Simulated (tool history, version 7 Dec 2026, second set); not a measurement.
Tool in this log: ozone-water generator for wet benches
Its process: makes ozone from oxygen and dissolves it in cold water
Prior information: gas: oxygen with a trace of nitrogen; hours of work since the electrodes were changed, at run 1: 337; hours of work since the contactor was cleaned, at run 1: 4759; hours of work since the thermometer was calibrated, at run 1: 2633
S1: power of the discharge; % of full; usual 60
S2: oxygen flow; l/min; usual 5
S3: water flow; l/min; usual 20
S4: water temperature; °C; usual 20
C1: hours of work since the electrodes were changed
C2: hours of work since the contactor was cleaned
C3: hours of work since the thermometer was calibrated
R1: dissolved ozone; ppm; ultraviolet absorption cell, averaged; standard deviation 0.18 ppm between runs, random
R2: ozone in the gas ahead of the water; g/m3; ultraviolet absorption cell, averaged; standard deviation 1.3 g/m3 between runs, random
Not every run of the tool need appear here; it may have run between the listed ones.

run   hour  S1    S2  S3  S4   C1    C2    C3    R1     R2
  1      0  60     5  20  20  337  4759  2633  24.6  239.8
  2     17  60     5  20  20  350  4772  2646  24.3  241.4
  3   44.7  60     5  20  20  370  4792  2666    24  242.3
  4   65.4  60     5  20  20  385  4807  2681  24.3  241.4
  5   89.7  60  4.86  20  20  403  4825  2699  24.1  242.1
  6  119.2  60     5  20  20  425  4846  2721  24.5  242.5
  7  143.6  60     5  20  20  442  4864  2738  24.1  242.9
  8  166.8  60     5  20  25  459  4881  2755  22.6  242.7
     179.3  -- water thermometer calibrated
  9  189.1  60     5  20  25  475  4897     7  22.6  241.7
 10  216.8  60     5  20  25  496  4917    27  22.4  243.6
 11    230  60     5  20  25  505  4927    37  22.7  241.3
 12  253.4  60     5  20  25  522  4944    54  22.4  242.2
 13  280.4  60     5  20  25  542  4964    74  22.5  243.4
 14  299.8  60     5  20  25  556  4978    88  22.7  242.2
 15  312.9  60     5  20  25  566  4988    98  22.5  244.9
 16  328.5  60     5  20  15  577  4999   109  26.1  244.8
 17    353  60     5  20  15  595  5017   127  26.3  243.2
 18  375.7  71   2.5  20  20  612  5034   144    23  357.2
 19  388.7  56     5  20  20  621  5043   153  23.7  238.5
 20  413.4  56  6.29  26  20  639  5061   171  19.5  211.9
 21  443.5  60     5  20  24  661  5083   193  22.8  244.1
 22  473.7  60     5  20  24  683  5105   215  23.1  243.9
 23  499.2  84  7.26  17  15  702  5124   234  37.2  251.1
 24    515  64  3.24  20  20  714  5135   245  23.3  299.9
 25  537.4  60     5  20  17  730  5152   262  25.7  247.3
 26  566.4  60   4.5  18  17  751  5173   283  27.3  255.9
 27  591.8  60   4.5  18  17  770  5191   302  27.2  256.9
     619.3  -- gauge calibrated
 28  619.3  60   4.5  18  17  790  5212   322  27.3  250.9
 29  644.1  60   4.5  18  17  808  5230   340    27  251.5
 30  673.6  60   4.5  18  17  830  5251   361  27.3  251.7
 31  694.3  60   4.5  18  17  845  5266   377  27.6  251.8
 32    713  60     5  20  24  858  5280   390  23.1    242
 33  740.9  51  4.23  26  22  879  5301   411    17  237.1

How the hidden state differs across the entries between the runs, from the last listed run before each to the first after it:
Runs 8 to 9: water thermometer calibrated (hour 179.3)
  drift of the gauge itself on gas_g_m3, %: 0.81 -> 0.91
  what was measured, less what the result would be without the hidden state, R2: +1.9 -> +2.2 g/m3
Runs 27 to 28: gauge calibrated (hour 619.3)
  drift of the gauge itself on gas_g_m3, %: 2.86 -> 0
  what was measured, less what the result would be without the hidden state, R2: +7 -> -0.1 g/m3
